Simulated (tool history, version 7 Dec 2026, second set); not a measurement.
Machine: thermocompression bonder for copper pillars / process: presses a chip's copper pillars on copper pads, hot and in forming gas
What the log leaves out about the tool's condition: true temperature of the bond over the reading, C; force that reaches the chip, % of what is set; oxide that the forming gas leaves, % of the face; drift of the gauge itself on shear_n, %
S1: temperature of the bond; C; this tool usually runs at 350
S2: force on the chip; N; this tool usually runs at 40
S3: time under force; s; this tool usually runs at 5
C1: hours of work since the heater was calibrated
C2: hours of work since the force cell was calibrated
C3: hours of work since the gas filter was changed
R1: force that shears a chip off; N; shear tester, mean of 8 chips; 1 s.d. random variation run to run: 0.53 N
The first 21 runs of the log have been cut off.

| run | hour | S1 | S2 | S3 | C1 | C2 | C3 | R1 |
|---|---|---|---|---|---|---|---|---|
| 22 | 770.2 | 321 | 27 | 11 | 21 | 1120 | 41 | 56.4 |
| 23 | 794.4 | 350 | 50 | 6 | 31 | 1130 | 52 | 92.7 |
| 24 | 826.0 | 350 | 50 | 6 | 44 | 1144 | 65 | 92.7 |
| 25 | 867.1 | 350 | 50 | 6 | 62 | 1161 | 83 | 93.5 |
| 26 | 900.2 | 376 | 50 | 7 | 76 | 1175 | 97 | 108.1 |
| 27 | 937.6 | 327 | 40 | 5 | 92 | 1191 | 113 | 61.3 |
| 28 | 980.2 | 350 | 27 | 3 | 110 | 1209 | 131 | 50.6 |
| 29 | 1020.2 | 350 | 27 | 3 | 127 | 1226 | 148 | 49.9 |
| 30 | 1067.2 | 338 | 40 | 5 | 147 | 1246 | 168 | 69.8 |
| 31 | 1097.5 | 325 | 28 | 5 | 160 | 1259 | 181 | 45.4 |
| 32 | 1132.0 | 337 | 32 | 3 | 175 | 1274 | 195 | 48.4 |
| 33 | 1161.1 | 327 | 53 | 3 | 187 | 1286 | 208 | 63.2 |
| 34 | 1204.2 | 333 | 47 | 12 | 205 | 1305 | 226 | 92.1 |
| 35 | 1249.8 | 342 | 32 | 5 | 225 | 1324 | 246 | 61.3 |
| 36 | 1294.2 | 342 | 32 | 5 | 244 | 1343 | 265 | 61.7 |
| 37 | 1321.7 | 350 | 40 | 13 | 255 | 1355 | 276 | 96.5 |
| 38 | 1366.2 | 350 | 37 | 5 | 274 | 1374 | 295 | 74.1 |
| 39 | 1390.3 | 375 | 37 | 5 | 285 | 1384 | 305 | 90.2 |
| 40 | 1423.1 | 350 | 45 | 5 | 299 | 1398 | 319 | 82.5 |

Here are 3 independent what-if runs from the current tool condition. What would each one return?
| A | 1457.5 | 350 | 45 | 11 | 313 | 1413 | 334 | ? |
| B | 1457.5 | 360 | 45 | 4 | 313 | 1413 | 334 | ? |
| C | 1457.5 | 353 | 49 | 5 | 313 | 1413 | 334 | ? |

| run | R1 |
|---|---|
| A | 97.6 |
| B | 84.3 |
| C | 87.8 |
What these runs would have given with no unlogged condition in the tool:
| run | R1 |
|---|---|
| A | 99.4 |
| B | 85.5 |
| C | 89.1 |

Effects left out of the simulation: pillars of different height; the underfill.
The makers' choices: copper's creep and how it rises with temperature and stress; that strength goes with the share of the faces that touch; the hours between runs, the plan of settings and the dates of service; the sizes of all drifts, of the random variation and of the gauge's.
